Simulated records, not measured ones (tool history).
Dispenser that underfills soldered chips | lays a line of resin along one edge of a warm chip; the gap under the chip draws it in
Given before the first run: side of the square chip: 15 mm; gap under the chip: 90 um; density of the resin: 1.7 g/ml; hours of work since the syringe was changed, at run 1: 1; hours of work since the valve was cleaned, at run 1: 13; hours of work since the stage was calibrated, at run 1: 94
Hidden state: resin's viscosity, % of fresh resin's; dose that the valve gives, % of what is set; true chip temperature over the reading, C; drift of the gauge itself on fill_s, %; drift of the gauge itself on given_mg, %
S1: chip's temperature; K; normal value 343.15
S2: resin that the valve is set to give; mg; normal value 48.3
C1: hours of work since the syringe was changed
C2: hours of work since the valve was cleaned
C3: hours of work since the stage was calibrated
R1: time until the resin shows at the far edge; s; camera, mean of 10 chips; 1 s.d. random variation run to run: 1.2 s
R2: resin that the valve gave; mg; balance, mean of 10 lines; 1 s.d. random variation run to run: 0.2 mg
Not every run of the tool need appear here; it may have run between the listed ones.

run,hour,S1,S2,C1,C2,C3,R1,R2
1,0,343.15,48.3,1,13,94,123.2,47.64
2,4.3,356.15,48.3,4,16,97,74.4,47.62
# hour 6.1: new syringe of resin
3,8.4,356.15,48.3,2,19,100,65.9,47.5
4,12.8,343.15,48.3,5,22,103,153.9,47.02
# hour 13.7: new syringe of resin
5,16.4,343.15,48.3,2,24,106,132.1,47.21
6,19.7,343.15,48.3,4,27,108,146.5,47.08
# hour 21.4: new syringe of resin
7,22.1,343.15,48.3,1,28,109,124.4,47.14
8,26.1,343.15,48.3,3,31,112,141.7,46.76
# hour 28.9: new syringe of resin
9,30.7,331.15,48.3,1,34,115,249,46.33
10,33.6,345.15,41.3,3,36,118,131.9,39.83
# hour 36.3: new syringe of resin
11,37.9,330.15,59.6,1,39,121,255.4,56.7
12,42.5,347.15,57.5,5,43,124,117.6,54.9

Forecast run 13:
# hour 44.1: new syringe of resin
13,46.2,328.15,59.9,2,45,126,?,?

R1: 294.8 s
R2: 57.37 mg
Take away the tool's hidden state, keep the run-to-run variation as it was, and the same run would have given R1 266.9 s, R2 60.16 mg.

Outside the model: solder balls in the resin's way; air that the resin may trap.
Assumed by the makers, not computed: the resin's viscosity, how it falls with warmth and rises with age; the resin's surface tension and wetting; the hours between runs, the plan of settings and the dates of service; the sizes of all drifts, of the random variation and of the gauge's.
